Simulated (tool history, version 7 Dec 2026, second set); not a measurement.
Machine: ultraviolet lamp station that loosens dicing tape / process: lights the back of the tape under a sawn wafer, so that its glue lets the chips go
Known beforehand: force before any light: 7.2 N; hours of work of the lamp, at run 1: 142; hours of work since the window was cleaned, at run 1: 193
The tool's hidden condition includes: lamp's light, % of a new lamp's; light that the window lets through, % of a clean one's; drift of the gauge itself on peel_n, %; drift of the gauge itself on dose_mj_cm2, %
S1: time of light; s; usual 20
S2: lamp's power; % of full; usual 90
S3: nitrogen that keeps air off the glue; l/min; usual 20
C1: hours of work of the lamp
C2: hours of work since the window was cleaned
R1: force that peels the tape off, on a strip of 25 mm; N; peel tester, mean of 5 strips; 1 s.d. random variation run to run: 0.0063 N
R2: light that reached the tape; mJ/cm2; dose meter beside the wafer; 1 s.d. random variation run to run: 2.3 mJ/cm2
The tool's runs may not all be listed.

{"run": 1, "day": 0.0, "S1": 20, "S2": 90, "S3": 20, "C1": 142, "C2": 193, "R1": 0.226, "R2": 205}
{"run": 2, "day": 0.238, "S1": 20, "S2": 90, "S3": 20, "C1": 145, "C2": 195, "R1": 0.214, "R2": 212}
{"run": 3, "day": 0.554, "S1": 20, "S2": 90, "S3": 20, "C1": 148, "C2": 198, "R1": 0.214, "R2": 207}
{"run": 4, "day": 0.95, "S1": 20, "S2": 90, "S3": 20, "C1": 151, "C2": 202, "R1": 0.219, "R2": 205}
{"run": 5, "day": 1.35, "S1": 20, "S2": 90, "S3": 7, "C1": 155, "C2": 206, "R1": 0.441, "R2": 209}
{"run": 6, "day": 1.708, "S1": 10, "S2": 90, "S3": 20, "C1": 159, "C2": 209, "R1": 0.804, "R2": 102}
{"run": 7, "day": 1.95, "S1": 10, "S2": 90, "S3": 20, "C1": 161, "C2": 212, "R1": 0.8, "R2": 104}
{"run": 8, "day": 2.308, "S1": 20, "S2": 90, "S3": 20, "C1": 165, "C2": 215, "R1": 0.225, "R2": 206}
{"run": 9, "day": 2.725, "S1": 20, "S2": 90, "S3": 20, "C1": 169, "C2": 219, "R1": 0.217, "R2": 206}
{"run": 10, "day": 2.992, "S1": 20, "S2": 90, "S3": 20, "C1": 171, "C2": 222, "R1": 0.213, "R2": 204}
{"run": 11, "day": 3.412, "S1": 20, "S2": 90, "S3": 29, "C1": 176, "C2": 226, "R1": 0.202, "R2": 205}
{"run": 12, "day": 3.792, "S1": 20, "S2": 90, "S3": 9, "C1": 179, "C2": 230, "R1": 0.367, "R2": 202}
{"run": 13, "day": 4.0, "S1": 20, "S2": 90, "S3": 9, "C1": 181, "C2": 232, "R1": 0.372, "R2": 205}
{"run": 14, "day": 4.425, "S1": 20, "S2": 90, "S3": 20, "C1": 185, "C2": 236, "R1": 0.216, "R2": 200}
{"run": 15, "day": 4.721, "S1": 20, "S2": 90, "S3": 20, "C1": 188, "C2": 239, "R1": 0.231, "R2": 204}
{"run": 16, "day": 4.954, "S1": 20, "S2": 90, "S3": 20, "C1": 191, "C2": 241, "R1": 0.21, "R2": 202}
{"run": 17, "day": 5.221, "S1": 20, "S2": 90, "S3": 20, "C1": 193, "C2": 244, "R1": 0.22, "R2": 202}
{"run": 18, "day": 5.412, "S1": 20, "S2": 90, "S3": 20, "C1": 195, "C2": 246, "R1": 0.236, "R2": 198}
{"run": 19, "day": 5.75, "S1": 20, "S2": 90, "S3": 20, "C1": 198, "C2": 249, "R1": 0.221, "R2": 197}
{"run": 20, "day": 6.071, "S1": 20, "S2": 90, "S3": 20, "C1": 202, "C2": 252, "R1": 0.229, "R2": 197}
{"run": 21, "day": 6.454, "S1": 20, "S2": 90, "S3": 20, "C1": 205, "C2": 256, "R1": 0.225, "R2": 197}
{"run": 22, "day": 6.771, "S1": 20, "S2": 90, "S3": 20, "C1": 208, "C2": 259, "R1": 0.229, "R2": 200}
{"run": 23, "day": 6.958, "S1": 20, "S2": 90, "S3": 20, "C1": 210, "C2": 261, "R1": 0.22, "R2": 201}
{"run": 24, "day": 7.246, "S1": 21, "S2": 90, "S3": 20, "C1": 213, "C2": 264, "R1": 0.227, "R2": 208}
{"run": 25, "day": 7.667, "S1": 20, "S2": 86, "S3": 24, "C1": 217, "C2": 268, "R1": 0.22, "R2": 188}
{"run": 26, "day": 8.004, "S1": 20, "S2": 86, "S3": 24, "C1": 220, "C2": 271, "R1": 0.229, "R2": 188}
{"run": 27, "day": 8.304, "S1": 20, "S2": 86, "S3": 31, "C1": 223, "C2": 274, "R1": 0.208, "R2": 185}
{"run": 28, "day": 8.612, "S1": 20, "S2": 86, "S3": 31, "C1": 226, "C2": 277, "R1": 0.201, "R2": 189}
{"run": 29, "day": 9.042, "S1": 20, "S2": 65, "S3": 32, "C1": 231, "C2": 281, "R1": 0.295, "R2": 145}
{"run": 30, "day": 9.262, "S1": 20, "S2": 65, "S3": 32, "C1": 233, "C2": 283, "R1": 0.306, "R2": 139}
{"day": 9.304, "done": "window cleaned of glue's vapour"}
{"run": 31, "day": 9.5, "S1": 25, "S2": 63, "S3": 8, "C1": 235, "C2": 2, "R1": 0.604, "R2": 168}
{"run": 32, "day": 9.912, "S1": 25, "S2": 63, "S3": 7, "C1": 239, "C2": 6, "R1": 0.643, "R2": 171}
{"run": 33, "day": 10.15, "S1": 20, "S2": 90, "S3": 7, "C1": 241, "C2": 8, "R1": 0.506, "R2": 197}
{"run": 34, "day": 10.329, "S1": 20, "S2": 90, "S3": 7, "C1": 243, "C2": 10, "R1": 0.518, "R2": 189}
{"day": 10.554, "done": "window cleaned of glue's vapour, once more"}
{"run": 35, "day": 10.712, "S1": 20, "S2": 86, "S3": 20, "C1": 246, "C2": 2, "R1": 0.249, "R2": 193}
{"run": 36, "day": 10.95, "S1": 20, "S2": 86, "S3": 20, "C1": 249, "C2": 4, "R1": 0.245, "R2": 189}
{"run": 37, "day": 11.367, "S1": 30, "S2": 90, "S3": 20, "C1": 253, "C2": 8, "R1": 0.175, "R2": 299}
{"run": 38, "day": 11.55, "S1": 30, "S2": 90, "S3": 20, "C1": 255, "C2": 10, "R1": 0.169, "R2": 297}
{"run": 39, "day": 11.85, "S1": 14, "S2": 96, "S3": 24, "C1": 258, "C2": 13, "R1": 0.357, "R2": 150}
{"run": 40, "day": 12.029, "S1": 14, "S2": 96, "S3": 24, "C1": 259, "C2": 14, "R1": 0.333, "R2": 147}
{"run": 41, "day": 12.275, "S1": 14, "S2": 75, "S3": 24, "C1": 262, "C2": 17, "R1": 0.58, "R2": 114}
{"run": 42, "day": 12.621, "S1": 14, "S2": 75, "S3": 12, "C1": 265, "C2": 20, "R1": 0.945, "R2": 117}
{"run": 43, "day": 13.046, "S1": 32, "S2": 82, "S3": 11, "C1": 269, "C2": 24, "R1": 0.191, "R2": 284}

Some steps in R1, run to run, broken into two amounts with sign: the step expected even without the hidden condition (settings, incoming material, random variation), and the rest, left for the hidden condition together with whatever gauge scatter is not in both the measured and the hidden-condition-free result:
Run 7 -> 8: S1 10 -> 20. R1 -0.575 N: hidden state -0.126, all else -0.449.
Run 34 -> 35: S2 90 -> 86, S3 7 -> 20, window cleaned of glue's vapour, once more. R1 -0.269 N: hidden state -0.113, all else -0.156.
Run 41 -> 42: S3 24 -> 12. R1 +0.365 N: hidden state +0.086, all else +0.279.
Run 42 -> 43: S1 14 -> 32, S2 75 -> 82, S3 12 -> 11. R1 -0.754 N: hidden state -0.221, all else -0.533.
